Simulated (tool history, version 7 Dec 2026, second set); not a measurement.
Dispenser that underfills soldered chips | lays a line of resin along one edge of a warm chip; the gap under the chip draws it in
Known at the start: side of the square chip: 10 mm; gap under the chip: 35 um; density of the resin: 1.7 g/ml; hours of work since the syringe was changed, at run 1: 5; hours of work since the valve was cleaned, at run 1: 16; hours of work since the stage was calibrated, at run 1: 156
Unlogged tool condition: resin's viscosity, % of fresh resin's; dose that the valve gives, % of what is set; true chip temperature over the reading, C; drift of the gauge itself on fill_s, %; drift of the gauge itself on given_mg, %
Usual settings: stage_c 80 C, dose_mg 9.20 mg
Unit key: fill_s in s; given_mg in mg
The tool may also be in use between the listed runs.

run	hour	stage_c	dose_mg	hours of work since the syringe was changed	hours of work since the valve was cleaned	hours of work since the stage was calibrated	fill_s	given_mg
1	0.0	80	9.20	5	16	156	121.5	9.08
# hour 2.3: new syringe of resin
2	5.1	80	9.20	2	19	159	106.9	9.12
# hour 10.8: new syringe of resin
3	14.9	80	9.20	3	27	167	112.8	9.02
# hour 19.3: new syringe of resin
4	22.2	80	10.91	2	32	172	104.1	10.79
5	26.2	80	10.91	5	35	175	118.7	10.67
# hour 27.8: new syringe of resin
6	31.7	80	10.91	3	39	179	111.1	10.73
# hour 36.6: new syringe of resin
7	38.7	80	9.20	2	44	184	109.3	9.00
# hour 45.1: new syringe of resin
8	45.2	80	9.20	0	49	189	100.0	9.01
9	49.5	80	9.20	3	52	192	115.7	8.85
# hour 53.6: new syringe of resin
10	56.0	76	8.36	2	57	197	131.5	8.14
# hour 62.0: new syringe of resin
11	64.8	74	10.48	2	63	203	138.6	10.10
# hour 70.5: new syringe of resin
12	72.9	73	11.55	2	69	209	145.4	11.17
# hour 79.1: new syringe of resin
13	80.9	73	9.01	1	75	215	144.3	8.65
# hour 87.8: new syringe of resin
14	89.7	71	7.86	1	81	221	162.0	7.44
15	95.4	69	10.77	6	86	226	201.7	10.23
# hour 96.4: new syringe of resin
16	102.7	71	9.26	5	91	231	175.4	8.79
# hour 105.4: new syringe of resin
17	109.2	91	9.26	3	96	236	69.9	8.82

Some steps in fill_s, run to run, broken into two amounts with sign: the step expected even without the hidden condition (settings, incoming material, random variation), and the rest, left for the hidden condition together with whatever gauge scatter is not in both the measured and the hidden-condition-free result:
Run 14 -> 15: stage_c 71 -> 69, dose_mg 7.86 -> 10.77. fill_s +39.7 s: hidden state +29.1, all else +10.6.
Run 16 -> 17: stage_c 71 -> 91, new syringe of resin. fill_s -105.5 s: hidden state -16.7, all else -88.8.
